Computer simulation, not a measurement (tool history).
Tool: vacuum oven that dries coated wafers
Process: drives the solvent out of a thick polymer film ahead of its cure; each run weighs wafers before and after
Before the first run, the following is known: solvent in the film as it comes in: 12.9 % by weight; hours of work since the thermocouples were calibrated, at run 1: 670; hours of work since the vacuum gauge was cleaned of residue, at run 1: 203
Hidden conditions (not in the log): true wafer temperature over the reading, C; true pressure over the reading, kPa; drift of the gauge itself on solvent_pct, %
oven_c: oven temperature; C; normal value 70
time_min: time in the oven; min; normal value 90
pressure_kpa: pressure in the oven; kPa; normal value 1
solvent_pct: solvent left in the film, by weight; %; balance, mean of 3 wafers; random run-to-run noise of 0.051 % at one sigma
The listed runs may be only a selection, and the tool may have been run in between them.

run	hour	oven_c	time_min	pressure_kpa	hours of work since the thermocouples were calibrated	hours of work since the vacuum gauge was cleaned of residue	solvent_pct
1	0	70	90	1	670	203	1.07
2	6.5	70	90	1	673	206	0.96
3	21	70	48	1	680	213	2.17
4	27.6	70	48	1	683	216	2.35
5	41.8	80	48	1	690	223	0.77
6	52.8	80	48	1	695	228	0.78
7	64.4	80	48	1	700	234	0.76
8	77	70	90	0.79	706	240	0.9
9	84.6	70	90	0.79	710	243	0.96
10	91.8	70	134	1	714	247	0.78
11	105.4	70	134	1	720	253	0.79
12	118.8	70	134	1	726	260	0.82
13	128.6	70	134	1	731	264	0.73
14	136.6	70	90	1	735	268	1.1
15	142.9	70	90	1	738	271	1.03
16	156.9	73	78	1.57	745	278	1.28
17	164.4	73	78	1.57	748	281	1.26
18	176.1	67	80	0.63	754	287	1.34
19	190.4	67	63	0.88	761	294	2.16
20	197.8	78	63	2.97	764	297	1.67
21	205.6	63	48	3	768	301	5.34
22	215.4	83	56	2.02	773	306	0.85
23	222.4	82	94	1.96	776	309	0.87
24	229.3	57	47	2.08	779	313	6.88
25	237.9	67	101	1	783	317	1.33
26	244.2	72	48	0.99	786	320	1.81
27	253.6	72	48	0.99	791	324	1.83
28	263.4	64	73	1.09	796	329	2.57

Consider 5 possible next runs. They are alternatives, not a sequence: every one starts from the tool as it was left by run 28. What does each give?
A	275.4	64	79	0.82	801	335	?
B	275.4	58	149	0.68	801	335	?
C	275.4	64	73	2.56	801	335	?
D	275.4	56	50	0.68	801	335	?
E	275.4	79	90	1.62	801	335	?

run	solvent_pct
A	2.22
B	1.87
C	3.73
D	5.75
E	0.83
Take away the tool's hidden state, keep each run's random variation, and the runs would have read:
run	solvent_pct
A	2.2
B	1.8
C	3.73
D	5.75
E	0.78
